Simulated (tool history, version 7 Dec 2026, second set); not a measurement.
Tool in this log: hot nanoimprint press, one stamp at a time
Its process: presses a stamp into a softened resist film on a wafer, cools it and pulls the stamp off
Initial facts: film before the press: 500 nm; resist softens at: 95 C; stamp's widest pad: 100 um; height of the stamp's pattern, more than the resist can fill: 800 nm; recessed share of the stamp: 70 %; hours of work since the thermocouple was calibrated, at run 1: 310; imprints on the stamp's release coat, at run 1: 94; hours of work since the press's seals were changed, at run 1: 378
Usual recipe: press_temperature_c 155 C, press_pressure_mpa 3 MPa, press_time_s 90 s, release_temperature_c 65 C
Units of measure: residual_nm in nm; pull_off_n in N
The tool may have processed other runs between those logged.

run	hour	press_temperature_c	press_pressure_mpa	press_time_s	release_temperature_c	hours of work since the thermocouple was calibrated	imprints on the stamp's release coat	hours of work since the press's seals were changed	residual_nm	pull_off_n
1	0	155	3	90	65	310	94	378	282.7	182
2	33	158	3	90	65	335	273	403	244.8	192
3	55.7	158	3	90	65	352	395	420	246.1	196
4	81.6	155	4.25	90	65	371	535	440	242.1	203
# hour 110.9: stamp cleaned and given a new release coat
5	120.7	155	4.25	90	65	396	53	464	241.7	182
6	143	161	3	90	65	413	173	481	212.2	187
7	166.9	155	2.19	90	65	431	302	499	313.3	190
8	184.6	155	1.87	90	65	444	398	513	331.6	199
# hour 217.8: plate thermocouple calibrated
9	219.1	155	3	90	65	1	568	536	292.2	202
# hour 243.7: stamp cleaned and given a new release coat
10	246.1	155	3	90	65	17	13	552	291.5	183
11	270.3	155	3	90	65	35	144	570	290.9	191
12	286.5	155	3	90	65	47	232	582	290.1	188
13	310.9	144	3	90	65	66	363	601	422.4	195
14	342.8	144	3	90	65	89	535	625	420.3	202
15	360.2	144	3	90	65	103	630	638	418.7	206
# hour 372: stamp cleaned and given a new release coat
16	400.2	150	2.05	114	70	128	152	663	369.5	180
17	425.2	150	2.05	114	70	147	287	682	368.8	181
18	458.9	150	2.05	114	70	172	469	707	367.5	189
19	476.1	150	2.05	114	70	185	562	720	369.6	192
# hour 501: stamp cleaned and given a new release coat
20	511.4	155	3	85	66	207	56	742	291.9	181
21	536.6	155	1.84	85	60	226	192	761	346	199
22	559.1	155	3.91	152	71	243	314	778	212.3	179
23	585.6	165	3	46	68	263	457	798	231.5	192
24	604.2	150	2.22	106	70	277	557	812	365.4	193
# hour 630.1: stamp cleaned and given a new release coat
25	636.9	146	3.95	90	65	297	36	832	368.3	179
26	655	155	4.72	75	50	310	134	846	249.2	215
27	670.6	143	4.72	86	50	322	219	857	389.4	215
28	686.6	155	3.75	113	72	334	305	869	238	180
29	708.7	151	3	90	72	351	424	886	329.3	182
30	741.3	143	3	90	53	375	600	911	422.3	225

Some steps in residual_nm, run to run, broken into two amounts with sign: the step expected even without the hidden condition (settings, incoming material, random variation), and the rest, left for the hidden condition together with whatever gauge scatter is not in both the measured and the hidden-condition-free result:
Hidden state at play: true temperature over the reading, C; pressure that arrives at the usual setting, %; grip of the stamp's worn release coat, % over a new coat's; drift of the gauge itself on residual_nm, %; drift of the gauge itself on pull_off_n, %.
Run 8 -> 9: press_pressure_mpa 1.87 -> 3, plate thermocouple calibrated. residual_nm -39.4 nm: hidden state +15.1, all else -54.5.
Run 21 -> 22: press_pressure_mpa 1.84 -> 3.91, press_time_s 85 -> 152, release_temperature_c 60 -> 71. residual_nm -133.7 nm: hidden state +4.1, all else -137.8.
Run 23 -> 24: press_temperature_c 165 -> 150, press_pressure_mpa 3 -> 2.22, press_time_s 46 -> 106, release_temperature_c 68 -> 70. residual_nm +133.9 nm: hidden state -4, all else +137.9.
Run 26 -> 27: press_temperature_c 155 -> 143, press_time_s 75 -> 86. residual_nm +140.2 nm: hidden state -2.1, all else +142.3.
Run 27 -> 28: press_temperature_c 143 -> 155, press_pressure_mpa 4.72 -> 3.75, press_time_s 86 -> 113, release_temperature_c 50 -> 72. residual_nm -151.4 nm: hidden state -1.1, all else -150.3.

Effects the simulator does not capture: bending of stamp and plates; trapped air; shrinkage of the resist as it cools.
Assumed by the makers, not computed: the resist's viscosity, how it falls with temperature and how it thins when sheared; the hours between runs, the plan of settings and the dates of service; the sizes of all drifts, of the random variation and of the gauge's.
